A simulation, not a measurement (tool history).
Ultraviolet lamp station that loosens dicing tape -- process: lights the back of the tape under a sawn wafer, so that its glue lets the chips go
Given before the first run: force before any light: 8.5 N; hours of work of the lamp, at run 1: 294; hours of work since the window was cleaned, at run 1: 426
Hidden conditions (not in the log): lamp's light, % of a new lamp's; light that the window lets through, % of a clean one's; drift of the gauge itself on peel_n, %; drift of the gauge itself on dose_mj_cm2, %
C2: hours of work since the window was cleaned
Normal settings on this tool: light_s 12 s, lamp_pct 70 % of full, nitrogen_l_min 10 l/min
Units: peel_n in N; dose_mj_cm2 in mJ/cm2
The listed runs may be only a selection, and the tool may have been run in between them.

Run 1, hour 0: usual settings; hours of work of the lamp 294; C2 426. Result: peel_n 1.382 N, dose_mj_cm2 157 mJ/cm2.
Run 2, hour 41.1: usual settings; hours of work of the lamp 313; C2 445. Result: peel_n 1.392 N, dose_mj_cm2 158 mJ/cm2.
Run 3, hour 94.3: usual settings; hours of work of the lamp 338; C2 470. Result: peel_n 1.433 N, dose_mj_cm2 149 mJ/cm2.
Run 4, hour 144.6: usual settings; hours of work of the lamp 361; C2 493. Result: peel_n 1.466 N, dose_mj_cm2 154 mJ/cm2.
Run 5, hour 194.9: usual settings but lamp_pct 62 % of full; hours of work of the lamp 385; C2 516. Result: peel_n 1.833 N, dose_mj_cm2 132 mJ/cm2.
Run 6, hour 223: usual settings but lamp_pct 62 % of full; hours of work of the lamp 398; C2 530. Result: peel_n 1.877 N, dose_mj_cm2 128 mJ/cm2.
Run 7, hour 274.4: usual settings but lamp_pct 62 % of full; hours of work of the lamp 422; C2 554. Result: peel_n 1.862 N, dose_mj_cm2 129 mJ/cm2.
Run 8, hour 302.1: usual settings but lamp_pct 62 % of full; hours of work of the lamp 435; C2 566. Result: peel_n 1.898 N, dose_mj_cm2 128 mJ/cm2.
Run 9, hour 341.4: usual settings; hours of work of the lamp 453; C2 585. Result: peel_n 1.652 N, dose_mj_cm2 142 mJ/cm2.
Run 10, hour 377.4: usual settings; hours of work of the lamp 470; C2 601. Result: peel_n 1.66 N, dose_mj_cm2 145 mJ/cm2.
At hour 387.2: window cleaned of glue's vapour.
Run 11, hour 420: usual settings but light_s 7 s; hours of work of the lamp 490; C2 15. Result: peel_n 3.456 N, dose_mj_cm2 79 mJ/cm2.
Run 12, hour 444: usual settings but nitrogen_l_min 4 l/min; hours of work of the lamp 501; C2 26. Result: peel_n 2.483 N, dose_mj_cm2 129 mJ/cm2.
Run 13, hour 482.4: usual settings but nitrogen_l_min 4 l/min; hours of work of the lamp 519; C2 44. Result: peel_n 2.519 N, dose_mj_cm2 127 mJ/cm2.
At hour 525.1: window cleaned of glue's vapour, once more.
Run 14, hour 535.7: usual settings but lamp_pct 71 % of full, nitrogen_l_min 4 l/min; hours of work of the lamp 543; C2 5. Result: peel_n 1.85 N, dose_mj_cm2 161 mJ/cm2.
Run 15, hour 562.5: usual settings but lamp_pct 71 % of full, nitrogen_l_min 4 l/min; hours of work of the lamp 556; C2 17. Result: peel_n 1.928 N, dose_mj_cm2 161 mJ/cm2.
Run 16, hour 603.9: usual settings but lamp_pct 71 % of full, nitrogen_l_min 4 l/min; hours of work of the lamp 575; C2 37. Result: peel_n 1.877 N, dose_mj_cm2 160 mJ/cm2.
Run 17, hour 629.7: usual settings but lamp_pct 71 % of full, nitrogen_l_min 4 l/min; hours of work of the lamp 587; C2 49. Result: peel_n 1.929 N, dose_mj_cm2 159 mJ/cm2.
Run 18, hour 671.4: usual settings but lamp_pct 98 % of full; hours of work of the lamp 606; C2 68. Result: peel_n 0.805 N, dose_mj_cm2 220 mJ/cm2.
Run 19, hour 723.8: usual settings but lamp_pct 98 % of full; hours of work of the lamp 631; C2 93. Result: peel_n 0.819 N, dose_mj_cm2 208 mJ/cm2.
Run 20, hour 769.2: usual settings but lamp_pct 98 % of full, nitrogen_l_min 9 l/min; hours of work of the lamp 652; C2 114. Result: peel_n 0.858 N, dose_mj_cm2 206 mJ/cm2.
Run 21, hour 797.9: usual settings but lamp_pct 98 % of full, nitrogen_l_min 9 l/min; hours of work of the lamp 665; C2 127. Result: peel_n 0.898 N, dose_mj_cm2 205 mJ/cm2.
Run 22, hour 828.1: usual settings but lamp_pct 98 % of full, nitrogen_l_min 9 l/min; hours of work of the lamp 679; C2 141. Result: peel_n 0.927 N, dose_mj_cm2 203 mJ/cm2.
Run 23, hour 879.1: usual settings but light_s 9 s, lamp_pct 93 % of full, nitrogen_l_min 12 l/min; hours of work of the lamp 703; C2 165. Result: peel_n 1.619 N, dose_mj_cm2 141 mJ/cm2.
Run 24, hour 917.1: usual settings but light_s 9 s, lamp_pct 93 % of full, nitrogen_l_min 14 l/min; hours of work of the lamp 721; C2 183. Result: peel_n 1.523 N, dose_mj_cm2 140 mJ/cm2.
Run 25, hour 949.9: usual settings but light_s 9 s, lamp_pct 93 % of full, nitrogen_l_min 14 l/min; hours of work of the lamp 736; C2 198. Result: peel_n 1.568 N, dose_mj_cm2 135 mJ/cm2.
At hour 965.8: lamp changed.
Run 26, hour 1001.5: usual settings but light_s 10 s, lamp_pct 68 % of full; hours of work of the lamp 17; C2 221. Result: peel_n 1.503 N, dose_mj_cm2 152 mJ/cm2.
Run 27, hour 1049.1: usual settings but light_s 10 s, lamp_pct 68 % of full; hours of work of the lamp 39; C2 244. Result: peel_n 1.561 N, dose_mj_cm2 146 mJ/cm2.
Run 28, hour 1078.7: usual settings but light_s 23 s, lamp_pct 88 % of full, nitrogen_l_min 4 l/min; hours of work of the lamp 53; C2 257. Result: peel_n 0.331 N, dose_mj_cm2 445 mJ/cm2.
Run 29, hour 1108.2: usual settings but light_s 19 s, lamp_pct 84 % of full, nitrogen_l_min 8 l/min; hours of work of the lamp 66; C2 271. Result: peel_n 0.355 N, dose_mj_cm2 336 mJ/cm2.
Run 30, hour 1144.8: usual settings but light_s 19 s, lamp_pct 84 % of full, nitrogen_l_min 8 l/min; hours of work of the lamp 83; C2 288. Result: peel_n 0.388 N, dose_mj_cm2 337 mJ/cm2.
Run 31, hour 1195.2: usual settings but light_s 19 s, lamp_pct 84 % of full, nitrogen_l_min 8 l/min; hours of work of the lamp 107; C2 312. Result: peel_n 0.385 N, dose_mj_cm2 330 mJ/cm2.
Run 32, hour 1239.4: usual settings but light_s 19 s, lamp_pct 84 % of full, nitrogen_l_min 8 l/min; hours of work of the lamp 127; C2 332. Result: peel_n 0.401 N, dose_mj_cm2 329 mJ/cm2.
Run 33, hour 1283.9: usual settings but lamp_pct 68 % of full; hours of work of the lamp 148; C2 353. Result: peel_n 1.301 N, dose_mj_cm2 162 mJ/cm2.
Run 34, hour 1327.8: usual settings but light_s 18 s, lamp_pct 82 % of full, nitrogen_l_min 5 l/min; hours of work of the lamp 169; C2 373. Result: peel_n 0.598 N, dose_mj_cm2 297 mJ/cm2.
Run 35, hour 1357.1: usual settings but light_s 22 s, lamp_pct 67 % of full, nitrogen_l_min 7 l/min; hours of work of the lamp 182; C2 387. Result: peel_n 0.501 N, dose_mj_cm2 292 mJ/cm2.
Run 36, hour 1405.6: usual settings but light_s 22 s, lamp_pct 71 % of full, nitrogen_l_min 7 l/min; hours of work of the lamp 205; C2 410. Result: peel_n 0.478 N, dose_mj_cm2 304 mJ/cm2.
Run 37, hour 1430.2: usual settings but light_s 8 s, lamp_pct 69 % of full; hours of work of the lamp 216; C2 421. Result: peel_n 2.449 N, dose_mj_cm2 105 mJ/cm2.
Run 38, hour 1478.8: usual settings but light_s 8 s, lamp_pct 69 % of full; hours of work of the lamp 239; C2 444. Result: peel_n 2.461 N, dose_mj_cm2 106 mJ/cm2.
Run 39, hour 1520.8: usual settings but lamp_pct 78 % of full; hours of work of the lamp 259; C2 463. Result: peel_n 1.144 N, dose_mj_cm2 174 mJ/cm2.
Run 40, hour 1557.9: usual settings but light_s 10 s, lamp_pct 93 % of full; hours of work of the lamp 276; C2 481. Result: peel_n 1.173 N, dose_mj_cm2 175 mJ/cm2.
Run 41, hour 1586.6: usual settings but light_s 8 s, lamp_pct 78 % of full, nitrogen_l_min 18 l/min; hours of work of the lamp 289; C2 494. Result: peel_n 1.928 N, dose_mj_cm2 115 mJ/cm2.
Run 42, hour 1617.1: usual settings but light_s 13 s, lamp_pct 69 % of full, nitrogen_l_min 14 l/min; hours of work of the lamp 303; C2 508. Result: peel_n 1.148 N, dose_mj_cm2 165 mJ/cm2.
Run 43, hour 1648.1: usual settings but light_s 8 s, lamp_pct 91 % of full, nitrogen_l_min 14 l/min; hours of work of the lamp 318; C2 523. Result: peel_n 1.686 N, dose_mj_cm2 131 mJ/cm2.

Take each entry between the runs: how does the hidden state at the last listed run before it differ from the hidden state at the first listed run after it?
Between runs 10 and 11: window cleaned of glue's vapour (hour 387.2)
  lamp's light, % of a new lamp's: 83 -> 82.3; light that the window lets through, % of a clean one's: 84.1 -> 78.3
  measured minus no-state result, peel_n: +0.759 -> +1.301 N; dose_mj_cm2: -61 -> -41 mJ/cm2
Between runs 13 and 14: window cleaned of glue's vapour, once more (hour 525.1)
  lamp's light, % of a new lamp's: 81.4 -> 80.5; light that the window lets through, % of a clean one's: 77.5 -> 99.1
  measured minus no-state result, peel_n: +1.2 -> +0.547 N; dose_mj_cm2: -74 -> -41 mJ/cm2
Between runs 25 and 26: lamp changed (hour 965.8)
  lamp's light, % of a new lamp's: 73.8 -> 99.4; light that the window lets through, % of a clean one's: 94 -> 93.4
  measured minus no-state result, peel_n: +0.742 -> +0.173 N; dose_mj_cm2: -61 -> -12 mJ/cm2

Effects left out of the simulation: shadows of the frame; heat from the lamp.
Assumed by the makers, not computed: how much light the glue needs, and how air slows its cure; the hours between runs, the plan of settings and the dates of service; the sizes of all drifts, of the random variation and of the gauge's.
